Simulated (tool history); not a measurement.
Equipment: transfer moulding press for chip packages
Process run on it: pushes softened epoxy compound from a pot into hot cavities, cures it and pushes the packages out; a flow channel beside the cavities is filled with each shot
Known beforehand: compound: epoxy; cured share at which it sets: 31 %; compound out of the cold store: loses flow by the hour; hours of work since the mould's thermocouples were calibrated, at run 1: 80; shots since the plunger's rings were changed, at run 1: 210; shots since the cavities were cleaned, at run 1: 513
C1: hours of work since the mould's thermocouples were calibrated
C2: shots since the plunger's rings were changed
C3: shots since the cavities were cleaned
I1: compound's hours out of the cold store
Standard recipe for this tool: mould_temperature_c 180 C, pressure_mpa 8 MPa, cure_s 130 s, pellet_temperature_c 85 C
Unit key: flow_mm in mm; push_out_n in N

Run 1, hour 0: usual settings; C1 80; C2 210; C3 513; I1 12.7. Result: flow_mm 832 mm, push_out_n 735 N.
At hour 15.8: cavities cleaned with cleaning compound and waxed.
Run 2, hour 27.1: usual settings; C1 96; C2 452; C3 107; I1 14. Result: flow_mm 840 mm, push_out_n 548 N.
At hour 81.5: cavities cleaned with cleaning compound and waxed.
Run 3, hour 84.3: usual settings; C1 130; C2 979; C3 26; I1 38.9. Result: flow_mm 729 mm, push_out_n 446 N.
Run 4, hour 121.9: usual settings; C1 153; C2 1335; C3 382; I1 29.6. Result: flow_mm 739 mm, push_out_n 665 N.
At hour 148.2: cavities cleaned with cleaning compound and waxed.
Run 5, hour 164.7: usual settings; C1 178; C2 1726; C3 156; I1 41.1. Result: flow_mm 712 mm, push_out_n 529 N.
Run 6, hour 202.7: usual settings; C1 202; C2 2085; C3 515; I1 31.9. Result: flow_mm 738 mm, push_out_n 691 N.
At hour 214: cavities cleaned with cleaning compound and waxed.
Run 7, hour 255.1: usual settings; C1 233; C2 2567; C3 389; I1 35.9. Result: flow_mm 710 mm, push_out_n 669 N.
At hour 281.3: cavities cleaned with cleaning compound and waxed.
Run 8, hour 290.7: usual settings but cure_s 168 s; C1 254; C2 2890; C3 89; I1 17.5. Result: flow_mm 775 mm, push_out_n 412 N.
Run 9, hour 323.1: usual settings but cure_s 168 s; C1 273; C2 3196; C3 395; I1 13.3. Result: flow_mm 781 mm, push_out_n 522 N.
At hour 350.1: cavities cleaned with cleaning compound and waxed.
Run 10, hour 382: usual settings; C1 308; C2 3739; C3 301; I1 13.5. Result: flow_mm 770 mm, push_out_n 662 N.
At hour 417.5: cavities cleaned with cleaning compound and waxed.
Run 11, hour 435.6: usual settings; C1 340; C2 4233; C3 172; I1 34.1. Result: flow_mm 694 mm, push_out_n 556 N.
Run 12, hour 471.9: usual settings but cure_s 137 s; C1 363; C2 4576; C3 515; I1 10.4. Result: flow_mm 763 mm, push_out_n 687 N.
At hour 487.8: cavities cleaned with cleaning compound and waxed.
Run 13, hour 526: usual settings but cure_s 137 s; C1 395; C2 5074; C3 361; I1 37.2. Result: flow_mm 670 mm, push_out_n 630 N.
At hour 555.9: cavities cleaned with cleaning compound and waxed.
Run 14, hour 565.6: usual settings but pressure_mpa 6.48 MPa, cure_s 117 s, pellet_temperature_c 89 C; C1 418; C2 5435; C3 92; I1 46.9. Result: flow_mm 579 mm, push_out_n 611 N.
Run 15, hour 615.9: usual settings but pressure_mpa 6.48 MPa, cure_s 117 s, pellet_temperature_c 89 C; C1 449; C2 5911; C3 568; I1 19. Result: flow_mm 635 mm, push_out_n 939 N.
At hour 622.5: cavities cleaned with cleaning compound and waxed.
Run 16, hour 670.7: usual settings but pressure_mpa 8.37 MPa, cure_s 142 s; C1 482; C2 6415; C3 456; I1 47.3. Result: flow_mm 643 mm, push_out_n 600 N.
At hour 690.9: cavities cleaned with cleaning compound and waxed.
Run 17, hour 702: usual settings but mould_temperature_c 177 C, pressure_mpa 8.37 MPa, cure_s 142 s; C1 500; C2 6698; C3 106; I1 37.1. Result: flow_mm 670 mm, push_out_n 574 N.
At hour 722.8: plunger's sealing rings changed.
Run 18, hour 732: usual settings but mould_temperature_c 177 C, pressure_mpa 8.7 MPa, cure_s 142 s, pellet_temperature_c 80 C; C1 517; C2 87; C3 365; I1 28.3. Result: flow_mm 813 mm, push_out_n 721 N.
At hour 762: cavities cleaned with cleaning compound and waxed.
Run 19, hour 789.1: usual settings but mould_temperature_c 186 C, cure_s 161 s, pellet_temperature_c 76 C; C1 551; C2 614; C3 257; I1 14.2. Result: flow_mm 798 mm, push_out_n 461 N.
At hour 830: cavities cleaned with cleaning compound and waxed.
Run 20, hour 838.5: usual settings but mould_temperature_c 175 C, pressure_mpa 9.23 MPa, cure_s 122 s, pellet_temperature_c 76 C; C1 580; C2 1067; C3 80; I1 33.5. Result: flow_mm 817 mm, push_out_n 904 N.
Run 21, hour 868.7: usual settings but mould_temperature_c 187 C, pressure_mpa 6.43 MPa, cure_s 153 s; C1 598; C2 1353; C3 366; I1 13.7. Result: flow_mm 706 mm, push_out_n 497 N.
At hour 898.7: cavities cleaned with cleaning compound and waxed.
Run 22, hour 913.6: usual settings but pressure_mpa 6.16 MPa, cure_s 153 s; C1 625; C2 1763; C3 140; I1 34.2. Result: flow_mm 660 mm, push_out_n 466 N.
At hour 966.2: cavities cleaned with cleaning compound and waxed.
Run 23, hour 970.9: usual settings but cure_s 115 s; C1 659; C2 2292; C3 44; I1 36.9. Result: flow_mm 724 mm, push_out_n 659 N.
Run 24, hour 1015.4: usual settings but pressure_mpa 7.6 MPa, cure_s 131 s; C1 686; C2 2713; C3 465; I1 46.5. Result: flow_mm 656 mm, push_out_n 680 N.
At hour 1034.2: cavities cleaned with cleaning compound and waxed.
Run 25, hour 1064: usual settings but pressure_mpa 7.6 MPa, cure_s 131 s; C1 715; C2 3158; C3 282; I1 31. Result: flow_mm 706 mm, push_out_n 657 N.
At hour 1102.6: cavities cleaned with cleaning compound and waxed.
Run 26, hour 1116.4: usual settings but mould_temperature_c 178 C, pressure_mpa 8.02 MPa, cure_s 118 s, pellet_temperature_c 92 C; C1 746; C2 3640; C3 130; I1 29.5. Result: flow_mm 726 mm, push_out_n 739 N.

Branching from run 26: 3 alternative next runs. What would each branch give?
Run A, hour 1139.7: usual settings but mould_temperature_c 181 C; C1 761; C2 3861; C3 351; I1 17.4. Result: flow_mm ?, push_out_n ?.
Run B, hour 1139.7: usual settings but pressure_mpa 8.02 MPa, cure_s 118 s, pellet_temperature_c 80 C; C1 761; C2 3861; C3 351; I1 20.9. Result: flow_mm ?, push_out_n ?.
Run C, hour 1139.7: usual settings but mould_temperature_c 177 C, pressure_mpa 8.02 MPa, cure_s 124 s, pellet_temperature_c 83 C; C1 761; C2 3861; C3 351; I1 35.8. Result: flow_mm ?, push_out_n ?.

run  flow_mm  push_out_n
  A      753         658
  B      743         866
  C      708         936
What these runs would have given with no unlogged condition in the tool:
run  flow_mm  push_out_n
  A      814         431
  B      803         558
  C      766         601
